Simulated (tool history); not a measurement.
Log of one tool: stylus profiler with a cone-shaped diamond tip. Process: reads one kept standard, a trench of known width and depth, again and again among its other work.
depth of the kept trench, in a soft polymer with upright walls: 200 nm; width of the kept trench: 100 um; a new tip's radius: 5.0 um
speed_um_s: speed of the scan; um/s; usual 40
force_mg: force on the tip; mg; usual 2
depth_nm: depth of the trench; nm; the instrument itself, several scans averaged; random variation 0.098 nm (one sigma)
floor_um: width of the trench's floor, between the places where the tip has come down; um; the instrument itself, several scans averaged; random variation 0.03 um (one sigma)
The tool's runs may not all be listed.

run	hour	speed_um_s	force_mg	depth_nm	floor_um
1	0	40	2	200.97	96.98
2	29.9	15	2	200.99	97.17
3	55.2	26	2	201.28	97.05
4	79.3	26	2	201.03	97.07
5	113.7	26	2	201.09	97.06
6	136.6	40	2	201.04	96.93
7	172.8	40	2	200.99	96.99
8	202.5	40	2	201.13	97
9	221	123	2	201.14	96.53
10	236.2	123	1.95	201.17	96.52
11	266.5	123	1.95	201.23	96.57
12	281.1	114	2	201.23	96.58
13	312.3	114	2	201.32	96.61
14	342.9	114	2	201.31	96.62
15	375	57	2	201.31	96.85
16	395	57	2	201.23	96.88
17	418.3	57	2	201.24	96.83
18	437.7	57	2	201.4	96.84
19	465.5	77	2.71	201.53	96.76
20	480.8	60	2.8	201.3	96.85
21	500.3	60	5.72	202.47	96.97
22	522.1	72	1.1	201.16	96.65
23	550.4	54	2.73	201.88	96.9
24	584.7	26	2.62	201.56	97.01
25	614.7	94	2.66	201.62	96.72
26	646.7	94	2.66	201.65	96.75
27	672.8	94	1.04	201.01	96.49
28	694.6	122	2	201.44	96.44
29	711.5	122	2	201.56	96.49
30	728.3	45	5.34	202.5	96.94
31	749.2	13	0.88	201.15	97.02
32	770.9	133	5.54	202.52	96.65

Forecast each of these 3 alternatives for the next run:
A	798.1	12	5.54	?	?
B	798.1	117	1.11	?	?
C	798.1	54	0.86	?	?

run	depth_nm	floor_um
A	202.7	97.08
B	201.27	96.32
C	201.16	96.68
Without the tool's hidden state the same runs would have given:
run	depth_nm	floor_um
A	202.1	97.2
B	200.67	96.43
C	200.57	96.79
